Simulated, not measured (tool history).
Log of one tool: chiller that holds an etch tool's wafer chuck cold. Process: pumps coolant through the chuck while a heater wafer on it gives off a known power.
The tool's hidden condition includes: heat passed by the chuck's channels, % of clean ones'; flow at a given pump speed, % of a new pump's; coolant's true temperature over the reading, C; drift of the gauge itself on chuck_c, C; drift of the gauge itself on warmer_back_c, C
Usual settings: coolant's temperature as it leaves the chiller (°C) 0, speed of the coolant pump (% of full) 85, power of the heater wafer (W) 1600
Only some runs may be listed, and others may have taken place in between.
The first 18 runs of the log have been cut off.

run    hour  coolant's temperature as it leaves the chiller (°C)  speed of the coolant pump (% of full)  power of the heater wafer (W)  hours since the coolant was changed and the channels were flushed  hours since the pump was overhauled  hours since the chiller's thermometer was calibrated  chuck's temperature once it has settled (°C)  how much warmer the coolant comes back (C)
 19   630.9                                                   -9                                     85                           1600                                                                 39                                 2017                                                   625                                           8.3                                        2.87
 20   676.2                                                   -2                                     97                           2177                                                                 85                                 2062                                                   670                                          19.6                                        3.36
 21   696.6                                                    0                                     85                           1958                                                                105                                 2083                                                   691                                          21.2                                        3.56
 22     730                                                   -2                                     88                           1037                                                                138                                 2116                                                   724                                             9                                         1.6
 23   767.4                                                    0                                     62                           1900                                                                176                                 2153                                                   761                                          25.2                                        5.04
      790.4  -- gauge calibrated
 24     797                                                   -2                                     60                           1009                                                                205                                 2183                                                   791                                          11.9                                        3.01
 25   840.2                                                   -1                                     78                            928                                                                249                                 2226                                                   834                                           9.6                                           2
 26   860.8                                                    3                                     73                           1600                                                                269                                 2247                                                   855                                            22                                        3.75
 27     904                                                   -8                                     85                           1600                                                                312                                 2290                                                   898                                           9.4                                        3.11
 28   944.1                                                    4                                     84                           1938                                                                352                                 2330                                                   938                                          25.3                                        3.88
 29   969.4                                                    4                                     84                           1938                                                                378                                 2355                                                   963                                          25.2                                        3.84
 30   993.2                                                    4                                     84                           1938                                                                402                                 2379                                                   987                                          25.3                                        3.79
 31  1043.6                                                    4                                     84                           1329                                                                452                                 2430                                                  1038                                          18.5                                        2.57
 32  1078.5                                                    2                                     63                           2269                                                                487                                 2464                                                  1072                                            32                                        6.23

Consider 4 possible next runs. They are alternatives, not a sequence: every one starts from the tool as it was left by run 32. What does each give?
  A  1107.7                                                   -3                                     76                           1600                                                                516                                 2494                                                  1102                                             ?                                           ?
  B  1107.7                                                   -5                                     96                           2269                                                                516                                 2494                                                  1102                                             ?                                           ?
  C  1107.7                                                    0                                     85                           1685                                                                516                                 2494                                                  1102                                             ?                                           ?
  D  1107.7                                                    9                                     85                           1691                                                                516                                 2494                                                  1102                                             ?                                           ?

run  chuck's temperature once it has settled (°C)  how much warmer the coolant comes back (C)
  A                                          15.7                                        3.45
  B                                          17.5                                        3.82
  C                                          18.2                                        3.16
  D                                          27.1                                        3.26
With no hidden state in the tool, these same runs would have given:
run  chuck's temperature once it has settled (°C)  how much warmer the coolant comes back (C)
  A                                          15.7                                        3.63
  B                                          17.5                                        3.99
  C                                          18.2                                        3.33
  D                                          27.1                                        3.44

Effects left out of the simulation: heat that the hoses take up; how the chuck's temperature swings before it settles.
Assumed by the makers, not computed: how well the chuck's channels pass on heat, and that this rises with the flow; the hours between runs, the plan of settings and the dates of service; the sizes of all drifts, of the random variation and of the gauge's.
